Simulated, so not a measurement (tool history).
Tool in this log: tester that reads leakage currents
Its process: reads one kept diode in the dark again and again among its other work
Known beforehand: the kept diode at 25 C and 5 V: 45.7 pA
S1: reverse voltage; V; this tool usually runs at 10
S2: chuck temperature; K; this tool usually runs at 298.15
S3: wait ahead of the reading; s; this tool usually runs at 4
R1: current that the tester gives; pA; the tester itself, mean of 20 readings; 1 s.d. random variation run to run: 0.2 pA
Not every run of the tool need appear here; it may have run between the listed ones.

run 1 hour=0 | S1=10 S2=298.15 S3=4 | R1=62.24
run 2 hour=28.4 | S1=10 S2=298.15 S3=4 | R1=62.22
run 3 hour=57.1 | S1=10 S2=298.15 S3=4 | R1=62.31
run 4 hour=79.8 | S1=10 S2=298.15 S3=4 | R1=62.34
run 5 hour=112.3 | S1=10 S2=298.15 S3=4 | R1=62.29
run 6 hour=156.5 | S1=10 S2=298.15 S3=4 | R1=62.27
run 7 hour=176.7 | S1=10 S2=298.15 S3=4 | R1=62.4
run 8 hour=197.1 | S1=10 S2=298.15 S3=4 | R1=62.13
run 9 hour=237.4 | S1=10 S2=300.15 S3=4 | R1=74.2
run 10 hour=278.7 | S1=10 S2=300.15 S3=4 | R1=73.66
run 11 hour=319.2 | S1=10 S2=300.15 S3=4 | R1=74.19
run 12 hour=345.4 | S1=10 S2=300.15 S3=4 | R1=73.84
run 13 hour=375.6 | S1=10 S2=300.15 S3=4 | R1=73.57
run 14 hour=422.1 | S1=10 S2=300.15 S3=4 | R1=73.43
run 15 hour=461.4 | S1=10 S2=298.15 S3=0.69 | R1=63.3
run 16 hour=493.1 | S1=10 S2=298.15 S3=0.69 | R1=63.2
run 17 hour=539.6 | S1=10 S2=298.15 S3=0.69 | R1=63.2
run 18 hour=563.2 | S1=10 S2=316.15 S3=0.69 | R1=284.86
run 19 hour=603.9 | S1=10 S2=316.15 S3=0.69 | R1=282.7
run 20 hour=640.6 | S1=1.6 S2=298.15 S3=4 | R1=25.84
-- hour=646.3 chuck's temperature calibrated
run 21 hour=688.2 | S1=10.2 S2=298.15 S3=4 | R1=59.87
run 22 hour=718.7 | S1=1.2 S2=302.15 S3=4 | R1=31.27
run 23 hour=752.6 | S1=1.6 S2=302.15 S3=6.24 | R1=35.55
run 24 hour=780.2 | S1=14.9 S2=332.15 S3=3.35 | R1=1114.43
run 25 hour=806.7 | S1=9 S2=314.15 S3=3.35 | R1=219.33
run 26 hour=833.4 | S1=2 S2=322.15 S3=3.35 | R1=207.35
run 27 hour=857.3 | S1=5.5 S2=301.15 S3=2.32 | R1=57.72
-- hour=884.5 chuck's temperature calibrated, once more
run 28 hour=892.4 | S1=5.5 S2=301.15 S3=2.32 | R1=63.11
run 29 hour=917.2 | S1=1.8 S2=301.15 S3=0.32 | R1=38.19
run 30 hour=938.6 | S1=1.5 S2=319.15 S3=3.77 | R1=154.85
run 31 hour=978.6 | S1=10 S2=298.15 S3=1.94 | R1=64.75
run 32 hour=1014.5 | S1=5.1 S2=298.15 S3=3.42 | R1=46.67
run 33 hour=1059.6 | S1=1.2 S2=323.15 S3=4.8 | R1=190.77
run 34 hour=1100.9 | S1=1.2 S2=328.15 S3=0.98 | R1=279.16
run 35 hour=1121.6 | S1=1.2 S2=328.15 S3=0.98 | R1=278.99
run 36 hour=1164.2 | S1=1.2 S2=328.15 S3=0.98 | R1=279.29
run 37 hour=1184.3 | S1=10 S2=299.15 S3=0.78 | R1=71.13
run 38 hour=1204.4 | S1=11.7 S2=301.15 S3=0.8 | R1=90.84
run 39 hour=1244.7 | S1=1.9 S2=303.15 S3=9.41 | R1=45.25
run 40 hour=1274.4 | S1=5.5 S2=297.15 S3=1.23 | R1=44.14

Measured less the same run without the tool's hidden state. The same run-to-run variation is in both; the gauge's scatter may not be:
The tool's hidden condition here consists of: stray current of the dirty probe card, pA a volt; current scale over the true one, %; true chuck temperature over the reading, C; drift of the gauge itself on leakage_pa, %.
run=1 R1=-0.98
run=2 R1=-1.02
run=3 R1=-1.05
run=4 R1=-1.09
run=5 R1=-1.13
run=6 R1=-1.2
run=7 R1=-1.23
run=8 R1=-1.25
run=9 R1=-1.81
run=10 R1=-1.88
run=11 R1=-1.97
run=12 R1=-2.02
run=13 R1=-2.07
run=14 R1=-2.15
run=15 R1=-1.62
run=16 R1=-1.67
run=17 R1=-1.74
run=18 R1=-13.04
run=19 R1=-13.31
run=20 R1=-1.28
run=21 R1=-4.19
run=22 R1=-2.99
run=23 R1=-3.4
run=24 R1=-95.24
run=25 R1=-19.89
run=26 R1=-19.4
run=27 R1=-5.13
run=28 R1=+0.27
run=29 R1=-0.17
run=30 R1=-1.86
run=31 R1=+1.04
run=32 R1=+0.25
run=33 R1=-3.19
run=34 R1=-5.07
run=35 R1=-5.24
run=36 R1=-5.62
run=37 R1=+0.58
run=38 R1=+0.46
run=39 R1=-0.76
run=40 R1=+0.06
